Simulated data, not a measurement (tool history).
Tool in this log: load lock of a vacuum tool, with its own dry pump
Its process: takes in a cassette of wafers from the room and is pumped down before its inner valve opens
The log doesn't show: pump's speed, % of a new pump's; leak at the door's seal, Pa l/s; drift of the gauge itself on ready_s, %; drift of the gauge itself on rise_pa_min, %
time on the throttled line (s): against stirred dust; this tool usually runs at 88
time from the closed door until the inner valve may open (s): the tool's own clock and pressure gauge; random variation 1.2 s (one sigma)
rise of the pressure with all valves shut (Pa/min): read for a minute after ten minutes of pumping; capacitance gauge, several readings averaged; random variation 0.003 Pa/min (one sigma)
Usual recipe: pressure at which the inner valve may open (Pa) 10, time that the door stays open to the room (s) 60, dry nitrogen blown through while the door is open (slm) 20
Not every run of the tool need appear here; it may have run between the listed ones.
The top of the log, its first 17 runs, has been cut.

run,day,time on the throttled line (s),pressure at which the inner valve may open (Pa),time that the door stays open to the room (s),dry nitrogen blown through while the door is open (slm),hours that the pump has run since its overhaul,times that the door has closed on its seal,"incoming humidity of the room's air, %",time from the closed door until the inner valve may open (s),rise of the pressure with all valves shut (Pa/min)
18,218.279,88,7,60,9,9642,27727,41.7,189.8,0.033
19,233.958,88,10,60,13,10019,28976,45.0,189.9,0.031
20,245.808,161,15,114,13,10303,29921,45.0,234.8,0.043
21,257.533,105,15,114,13,10584,30855,43.9,191.4,0.037
22,265.867,105,15,114,13,10784,31518,41.4,194.2,0.035
23,279.875,88,17,53,20,11121,32635,43.5,180.0,0.026
24,298.117,88,17,53,20,11558,34088,46.8,181.9,0.027
25,310.558,88,17,53,20,11857,35079,43.6,180.7,0.027
26,319.554,88,17,53,20,12073,35796,42.3,180.6,0.028
27,337.008,88,17,174,20,12492,37187,46.7,178.4,0.043
# day 343.012: dry pump taken out, an overhauled one fitted
28,346.958,46,7,60,20,95,37960,40.9,161.3,0.024
29,357.329,46,7,60,20,344,38786,42.8,163.2,0.027
30,368.346,46,7,60,20,608,39664,43.9,162.4,0.024
31,385.425,123,10,60,38,1018,41025,42.1,213.6,0.021
32,397.162,123,15,60,38,1300,41960,49.5,209.9,0.024
33,405.192,161,15,60,38,1492,42600,45.9,235.3,0.021

Alternative continuations, all from the tool just after run 33; predict every row:
A,412.962,107,10,28,20,1679,43219,45.7,?,?
B,412.962,47,10,69,27,1679,43219,46.4,?,?
C,412.962,150,10,60,8,1679,43219,46.2,?,?

run,time from the closed door until the inner valve may open (s),rise of the pressure with all valves shut (Pa/min)
A,200.3,0.022
B,159.0,0.030
C,231.1,0.035
Take away the tool's hidden state, keep each run's random variation, and the runs would have read:
run,time from the closed door until the inner valve may open (s),rise of the pressure with all valves shut (Pa/min)
A,200.3,0.021
B,159.0,0.028
C,231.1,0.033
